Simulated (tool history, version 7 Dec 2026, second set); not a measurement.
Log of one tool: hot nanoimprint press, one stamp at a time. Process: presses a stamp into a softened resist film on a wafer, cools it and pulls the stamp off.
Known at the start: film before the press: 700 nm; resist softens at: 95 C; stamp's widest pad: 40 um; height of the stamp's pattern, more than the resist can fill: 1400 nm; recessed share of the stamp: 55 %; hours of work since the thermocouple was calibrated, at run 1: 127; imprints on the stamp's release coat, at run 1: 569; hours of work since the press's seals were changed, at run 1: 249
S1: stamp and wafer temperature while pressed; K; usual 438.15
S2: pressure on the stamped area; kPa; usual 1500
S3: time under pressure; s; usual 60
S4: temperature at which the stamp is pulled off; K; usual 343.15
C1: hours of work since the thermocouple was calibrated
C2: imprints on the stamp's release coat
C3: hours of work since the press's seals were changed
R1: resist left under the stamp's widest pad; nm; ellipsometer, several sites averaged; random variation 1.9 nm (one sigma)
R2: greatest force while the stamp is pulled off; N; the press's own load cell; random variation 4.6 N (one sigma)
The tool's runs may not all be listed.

run   hour      S1    S2  S3      S4   C1   C2   C3     R1   R2
  1    0.0  438.15  1500  60  343.15  127  569  249  296.3  256
  2    5.7  438.15  1500  60  343.15  130  585  251  298.8  261
  3   11.1  438.15  1500  60  343.15  133  602  254  300.9  246
  4   20.2  438.15  1500  60  343.15  137  629  258  295.7  257
  5   29.6  438.15  1500  60  343.15  141  656  263  295.3  268
  6   35.7  438.15  1500  60  343.15  144  675  266  300.2  253
  7   47.3  438.15  1500  60  343.15  150  709  271  296.0  260
  8   54.0  438.15  1500  60  343.15  153  729  274  297.6  253
  9   61.1  438.15  1500  60  343.15  157  750  278  292.8  260
 10   69.4  438.15  1500  60  343.15  161  775  282  294.0  270
 11   76.3  438.15  1500  60  343.15  164  795  285  296.5  267
 12   84.0  435.15  1500  60  343.15  168  818  289  344.4  276
      88.0  -- plate thermocouple calibrated
 13   97.9  435.15  1500  60  343.15    5  850  294  337.0  269
 14  105.7  435.15  1500  60  343.15    8  874  298  335.0  271
 15  115.7  435.15  1500  60  343.15   13  903  303  336.6  268
 16  128.0  435.15  1500  60  343.15   19  940  309  340.7  271
 17  139.8  434.15  1500  79  343.15   25  975  314  324.8  281
     152.5  -- stamp cleaned and given a new release coat
 18  153.9  434.15  1950  79  347.15   29    4  318  280.2  216
     169.3  -- plate thermocouple calibrated, once more
 19  169.3  434.15  1950  79  347.15    0   41  324  296.4  216
 20  176.6  444.15  1950  79  347.15    3   62  328  179.0  220
 21  184.5  438.15  1930  90  333.15    7   86  331  232.8  260
 22  190.5  442.15  1400  70  339.15   10  104  334  250.9  245
 23  197.2  442.15  1400  70  339.15   13  124  338  246.8  248
 24  209.2  447.15  1430  63  335.15   19  159  343  202.3  262
 25  220.0  442.15  1430  63  335.15   24  191  348  253.6  264
 26  230.7  438.15  1820  60  342.15   30  223  354  275.5  238
 27  241.4  438.15  1820  60  342.15   35  255  359  273.4  246
 28  250.0  438.15  1820  60  342.15   39  280  363  277.7  246
 29  262.5  444.15  1240  31  347.15   45  317  369  320.2  219

Forecast each of these 5 alternatives for the next run:
  A  273.1  438.15  2180   80  347.15  50  349  374   ?   ?
  B  273.1  438.15  1640   47  343.15  50  349  374   ?   ?
  C  273.1  427.15  1240   73  332.15  50  349  374   ?   ?
  D  273.1  444.15  1870   31  347.15  50  349  374   ?   ?
  E  273.1  448.15  1500  116  343.15  50  349  374   ?   ?

run     R1   R2
  A  225.6  227
  B  317.4  237
  C  515.1  284
  D  255.1  231
  E  149.9  253
Without the tool's hidden state the same runs would have given:
run     R1   R2
  A  223.3  209
  B  315.4  219
  C  513.9  262
  D  252.9  213
  E  148.9  234
